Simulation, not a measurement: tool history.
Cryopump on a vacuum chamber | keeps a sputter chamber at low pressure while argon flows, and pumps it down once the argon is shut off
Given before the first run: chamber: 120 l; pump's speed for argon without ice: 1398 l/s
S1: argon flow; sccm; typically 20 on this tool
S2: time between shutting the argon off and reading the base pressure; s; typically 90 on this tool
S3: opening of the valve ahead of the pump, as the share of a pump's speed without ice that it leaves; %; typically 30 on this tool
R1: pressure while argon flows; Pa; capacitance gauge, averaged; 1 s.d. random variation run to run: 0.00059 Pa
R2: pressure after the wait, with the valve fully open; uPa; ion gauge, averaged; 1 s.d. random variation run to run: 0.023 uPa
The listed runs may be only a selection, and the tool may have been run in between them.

{"run": 1, "day": 0.0, "S1": 20, "S2": 90, "S3": 30, "R1": 0.0815, "R2": 1.24}
{"run": 2, "day": 1.538, "S1": 20, "S2": 90, "S3": 30, "R1": 0.0812, "R2": 1.31}
{"run": 3, "day": 3.842, "S1": 20, "S2": 90, "S3": 30, "R1": 0.0827, "R2": 1.28}
{"run": 4, "day": 5.262, "S1": 20, "S2": 90, "S3": 30, "R1": 0.082, "R2": 1.3}
{"run": 5, "day": 6.525, "S1": 26, "S2": 90, "S3": 30, "R1": 0.1071, "R2": 1.32}
{"run": 6, "day": 9.008, "S1": 26, "S2": 90, "S3": 30, "R1": 0.108, "R2": 1.32}
{"run": 7, "day": 11.642, "S1": 20, "S2": 90, "S3": 22, "R1": 0.1124, "R2": 1.31}
{"run": 8, "day": 13.383, "S1": 20, "S2": 90, "S3": 30, "R1": 0.0818, "R2": 1.36}
{"run": 9, "day": 14.621, "S1": 20, "S2": 90, "S3": 30, "R1": 0.0821, "R2": 1.37}
{"run": 10, "day": 16.029, "S1": 20, "S2": 90, "S3": 30, "R1": 0.0831, "R2": 1.32}
{"run": 11, "day": 18.854, "S1": 20, "S2": 90, "S3": 30, "R1": 0.0824, "R2": 1.35}
{"run": 12, "day": 20.762, "S1": 9, "S2": 90, "S3": 30, "R1": 0.0383, "R2": 1.39}
{"run": 13, "day": 22.458, "S1": 9, "S2": 90, "S3": 30, "R1": 0.0378, "R2": 1.39}
{"run": 14, "day": 25.171, "S1": 9, "S2": 90, "S3": 30, "R1": 0.0383, "R2": 1.42}
{"run": 15, "day": 27.192, "S1": 9, "S2": 90, "S3": 30, "R1": 0.038, "R2": 1.43}
{"run": 16, "day": 29.712, "S1": 9, "S2": 90, "S3": 57, "R1": 0.0208, "R2": 1.37}
{"run": 17, "day": 31.454, "S1": 9, "S2": 90, "S3": 57, "R1": 0.0208, "R2": 1.47}
{"run": 18, "day": 33.496, "S1": 20, "S2": 90, "S3": 31, "R1": 0.082, "R2": 1.45}
{"run": 19, "day": 35.262, "S1": 20, "S2": 90, "S3": 56, "R1": 0.0482, "R2": 1.53}
{"run": 20, "day": 38.079, "S1": 20, "S2": 90, "S3": 56, "R1": 0.0483, "R2": 1.51}
{"run": 21, "day": 39.325, "S1": 20, "S2": 68, "S3": 56, "R1": 0.0488, "R2": 1.73}
{"run": 22, "day": 40.912, "S1": 20, "S2": 127, "S3": 32, "R1": 0.0817, "R2": 1.33}
{"run": 23, "day": 42.538, "S1": 20, "S2": 127, "S3": 32, "R1": 0.0817, "R2": 1.39}
{"run": 24, "day": 44.492, "S1": 20, "S2": 133, "S3": 25, "R1": 0.1035, "R2": 1.35}
{"run": 25, "day": 46.321, "S1": 20, "S2": 54, "S3": 18, "R1": 0.1388, "R2": 2.01}
{"day": 47.888, "done": "pump warmed up, emptied and cooled again"}
{"run": 26, "day": 48.408, "S1": 38, "S2": 129, "S3": 17, "R1": 0.2729, "R2": 1.19}
{"run": 27, "day": 49.704, "S1": 19, "S2": 23, "S3": 18, "R1": 0.1281, "R2": 3}
{"run": 28, "day": 51.346, "S1": 12, "S2": 292, "S3": 28, "R1": 0.0518, "R2": 0.96}
{"run": 29, "day": 53.362, "S1": 36, "S2": 90, "S3": 58, "R1": 0.077, "R2": 1.38}
{"run": 30, "day": 55.467, "S1": 32, "S2": 24, "S3": 24, "R1": 0.1618, "R2": 2.98}
{"run": 31, "day": 58.054, "S1": 32, "S2": 24, "S3": 24, "R1": 0.1641, "R2": 3.06}
{"run": 32, "day": 59.908, "S1": 20, "S2": 77, "S3": 30, "R1": 0.0821, "R2": 1.58}
{"run": 33, "day": 62.675, "S1": 20, "S2": 77, "S3": 30, "R1": 0.0832, "R2": 1.53}
{"run": 34, "day": 64.979, "S1": 20, "S2": 77, "S3": 30, "R1": 0.083, "R2": 1.6}
{"run": 35, "day": 66.175, "S1": 20, "S2": 77, "S3": 30, "R1": 0.0831, "R2": 1.57}

Each row is a separate what-if for the run after 35, all from the same tool condition, not one after another. Results?
{"run": "A", "day": 67.892, "S1": 10, "S2": 72, "S3": 52, "R1": "?", "R2": "?"}
{"run": "B", "day": 67.892, "S1": 34, "S2": 279, "S3": 27, "R1": "?", "R2": "?"}
{"run": "C", "day": 67.892, "S1": 15, "S2": 134, "S3": 19, "R1": "?", "R2": "?"}

run=A R1=0.0242 R2=1.58
run=B R1=0.157 R2=1.07
run=C R1=0.0972 R2=1.29
The same runs, with their run-to-run variation unchanged, on a tool lacking any hidden condition would have given:
run=A R1=0.0229 R2=0.91
run=B R1=0.1526 R2=0.41
run=C R1=0.0953 R2=0.61

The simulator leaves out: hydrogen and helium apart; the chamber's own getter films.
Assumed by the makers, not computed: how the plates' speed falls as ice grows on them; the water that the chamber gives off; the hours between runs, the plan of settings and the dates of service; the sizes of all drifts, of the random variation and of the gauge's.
